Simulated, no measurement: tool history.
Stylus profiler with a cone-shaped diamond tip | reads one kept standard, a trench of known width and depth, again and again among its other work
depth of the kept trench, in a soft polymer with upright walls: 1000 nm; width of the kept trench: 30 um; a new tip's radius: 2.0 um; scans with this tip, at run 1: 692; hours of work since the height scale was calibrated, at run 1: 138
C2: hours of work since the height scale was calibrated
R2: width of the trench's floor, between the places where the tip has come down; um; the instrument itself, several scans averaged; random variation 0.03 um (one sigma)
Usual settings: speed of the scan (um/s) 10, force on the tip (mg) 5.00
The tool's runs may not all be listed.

Run 1, hour 0.0: usual settings; scans with this tip 692; C2 138. Result: depth of the trench (Å) 10223.5, R2 26.27 um.
Run 2, hour 26.0: usual settings but speed of the scan (um/s) 20; scans with this tip 763; C2 153. Result: depth of the trench (Å) 10226.5, R2 26.19 um.
Run 3, hour 56.0: usual settings but speed of the scan (um/s) 20; scans with this tip 845; C2 169. Result: depth of the trench (Å) 10226.3, R2 26.14 um.
Run 4, hour 103.6: usual settings but speed of the scan (um/s) 20; scans with this tip 976; C2 195. Result: depth of the trench (Å) 10227.8, R2 26.09 um.
Run 5, hour 128.2: usual settings but speed of the scan (um/s) 20; scans with this tip 1043; C2 209. Result: depth of the trench (Å) 10222.4, R2 26.11 um.
Run 6, hour 180.2: usual settings but speed of the scan (um/s) 20; scans with this tip 1185; C2 237. Result: depth of the trench (Å) 10227.9, R2 26.03 um.
Run 7, hour 203.9: usual settings but speed of the scan (um/s) 3; scans with this tip 1250; C2 250. Result: depth of the trench (Å) 10228.3, R2 26.02 um.
Run 8, hour 237.7: usual settings but speed of the scan (um/s) 3; scans with this tip 1343; C2 269. Result: depth of the trench (Å) 10229.5, R2 26.04 um.
Run 9, hour 278.2: usual settings; scans with this tip 1453; C2 291. Result: depth of the trench (Å) 10225.7, R2 25.97 um.
Run 10, hour 324.6: usual settings; scans with this tip 1580; C2 316. Result: depth of the trench (Å) 10234.7, R2 25.96 um.

Run 11 comes next. What will it give?
Run 11, hour 376.0: usual settings but force on the tip (mg) 11.28; scans with this tip 1721; C2 344. Result: depth of the trench (Å) ?, R2 ?.

{"run 11": {"depth of the trench (Å)": 10393.0, "R2": 25.89}}
Without the tool's hidden state the same run would have given depth of the trench (Å) 10382.2, R2 26.48 um.
